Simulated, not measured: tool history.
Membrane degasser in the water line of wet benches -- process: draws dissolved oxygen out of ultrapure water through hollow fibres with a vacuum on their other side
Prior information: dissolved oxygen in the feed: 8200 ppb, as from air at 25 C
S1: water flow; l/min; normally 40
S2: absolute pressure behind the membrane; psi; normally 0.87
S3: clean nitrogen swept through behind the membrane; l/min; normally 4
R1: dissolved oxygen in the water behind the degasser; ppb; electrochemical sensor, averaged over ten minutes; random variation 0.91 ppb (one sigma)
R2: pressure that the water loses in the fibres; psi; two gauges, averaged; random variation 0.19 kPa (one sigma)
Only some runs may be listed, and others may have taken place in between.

Run 1, hour 0: usual settings. Result: R1 89.8 ppb, R2 5.728 psi.
Run 2, hour 34.4: usual settings but S1 36 l/min. Result: R1 75.5 ppb, R2 5.158 psi.
Run 3, hour 56.5: usual settings but S1 36 l/min. Result: R1 73.5 ppb, R2 5.149 psi.
Run 4, hour 79.6: usual settings but S3 4.91 l/min. Result: R1 75.5 ppb, R2 5.767 psi.
Run 5, hour 129.6: usual settings but S3 4.91 l/min. Result: R1 78.6 ppb, R2 5.746 psi.
Run 6, hour 166.9: usual settings. Result: R1 89.2 ppb, R2 5.759 psi.
Run 7, hour 217.1: usual settings. Result: R1 88.9 ppb, R2 5.722 psi.
Run 8, hour 258.1: usual settings. Result: R1 90 ppb, R2 5.754 psi.
Run 9, hour 291.5: usual settings but S2 0.564 psi, S3 2.36 l/min. Result: R1 51.7 ppb, R2 5.781 psi.
Run 10, hour 328.8: usual settings but S1 31 l/min, S3 9.84 l/min. Result: R1 29.3 ppb, R2 4.427 psi.
Run 11, hour 363.1: usual settings but S1 43 l/min, S2 0.783 psi, S3 4.6 l/min. Result: R1 78.9 ppb, R2 6.2 psi.
Run 12, hour 388.6: usual settings but S1 43 l/min, S2 0.783 psi, S3 4.6 l/min. Result: R1 80.5 ppb, R2 6.248 psi.
Run 13, hour 435.8: usual settings but S1 38 l/min, S3 5.95 l/min. Result: R1 61.6 ppb, R2 5.485 psi.

Forecast each of these 3 alternatives for the next run:
Run A, hour 461: usual settings but S1 29 l/min, S2 0.937 psi, S3 7.23 l/min. Result: R1 ?, R2 ?.
Run B, hour 461: usual settings but S1 38 l/min, S2 0.892 psi, S3 2.27 l/min. Result: R1 ?, R2 ?.
Run C, hour 461: usual settings but S1 44 l/min, S2 0.776 psi. Result: R1 ?, R2 ?.

run     R1     R2
  A   38.6   4.18
  B  129.1  5.488
  C   91.1  6.345
Without the tool's unlogged condition, the same runs would have read:
run     R1     R2
  A   37.1  4.131
  B  124.6  5.423
  C   86.8   6.27
